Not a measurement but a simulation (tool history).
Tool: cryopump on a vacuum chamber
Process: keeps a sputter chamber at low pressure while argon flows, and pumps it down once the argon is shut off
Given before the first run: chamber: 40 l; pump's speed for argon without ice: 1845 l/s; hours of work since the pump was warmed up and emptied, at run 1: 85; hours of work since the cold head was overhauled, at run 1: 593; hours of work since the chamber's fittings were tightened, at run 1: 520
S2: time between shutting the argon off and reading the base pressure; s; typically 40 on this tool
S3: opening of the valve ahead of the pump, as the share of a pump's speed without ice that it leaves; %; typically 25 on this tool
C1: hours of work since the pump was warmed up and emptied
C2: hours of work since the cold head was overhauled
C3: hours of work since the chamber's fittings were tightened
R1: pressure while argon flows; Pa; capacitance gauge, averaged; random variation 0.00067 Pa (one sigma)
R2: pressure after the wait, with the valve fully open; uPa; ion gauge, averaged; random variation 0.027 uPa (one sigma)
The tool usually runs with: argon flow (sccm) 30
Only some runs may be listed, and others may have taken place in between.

run 1 hour=0.0 | argon_flow_(sccm)=30 S2=40 S3=25 | C1=85 C2=593 C3=520 | R1=0.1117 R2=1.31
run 2 hour=67.0 | argon_flow_(sccm)=30 S2=40 S3=25 | C1=126 C2=634 C3=561 | R1=0.1117 R2=1.39
run 3 hour=100.2 | argon_flow_(sccm)=30 S2=40 S3=25 | C1=146 C2=654 C3=581 | R1=0.1139 R2=1.39
run 4 hour=145.1 | argon_flow_(sccm)=30 S2=40 S3=25 | C1=173 C2=681 C3=609 | R1=0.1144 R2=1.32
run 5 hour=180.7 | argon_flow_(sccm)=30 S2=40 S3=25 | C1=195 C2=703 C3=630 | R1=0.1147 R2=1.44
run 6 hour=230.6 | argon_flow_(sccm)=30 S2=40 S3=50 | C1=225 C2=734 C3=661 | R1=0.0597 R2=1.46
run 7 hour=276.9 | argon_flow_(sccm)=30 S2=40 S3=58 | C1=254 C2=762 C3=689 | R1=0.0536 R2=1.42
run 8 hour=309.8 | argon_flow_(sccm)=30 S2=54 S3=43 | C1=274 C2=782 C3=709 | R1=0.0709 R2=1.18
run 9 hour=352.3 | argon_flow_(sccm)=16 S2=54 S3=43 | C1=299 C2=808 C3=735 | R1=0.0381 R2=1.22
run 10 hour=422.7 | argon_flow_(sccm)=16 S2=54 S3=43 | C1=342 C2=851 C3=778 | R1=0.0387 R2=1.27

Here are 3 independent what-if runs from the current tool condition. What would each one return?
run A hour=460.6 | argon_flow_(sccm)=20 S2=40 S3=19 | C1=365 C2=874 C3=801 | R1=? R2=?
run B hour=460.6 | argon_flow_(sccm)=30 S2=40 S3=38 | C1=365 C2=874 C3=801 | R1=? R2=?
run C hour=460.6 | argon_flow_(sccm)=30 S2=40 S3=30 | C1=365 C2=874 C3=801 | R1=? R2=?

run=A R1=0.1029 R2=1.53
run=B R1=0.0820 R2=1.59
run=C R1=0.1008 R2=1.55
The same runs, with their run-to-run variation unchanged, on a tool lacking any hidden condition would have given:
run=A R1=0.0968 R2=1.16
run=B R1=0.0727 R2=1.21
run=C R1=0.0916 R2=1.18
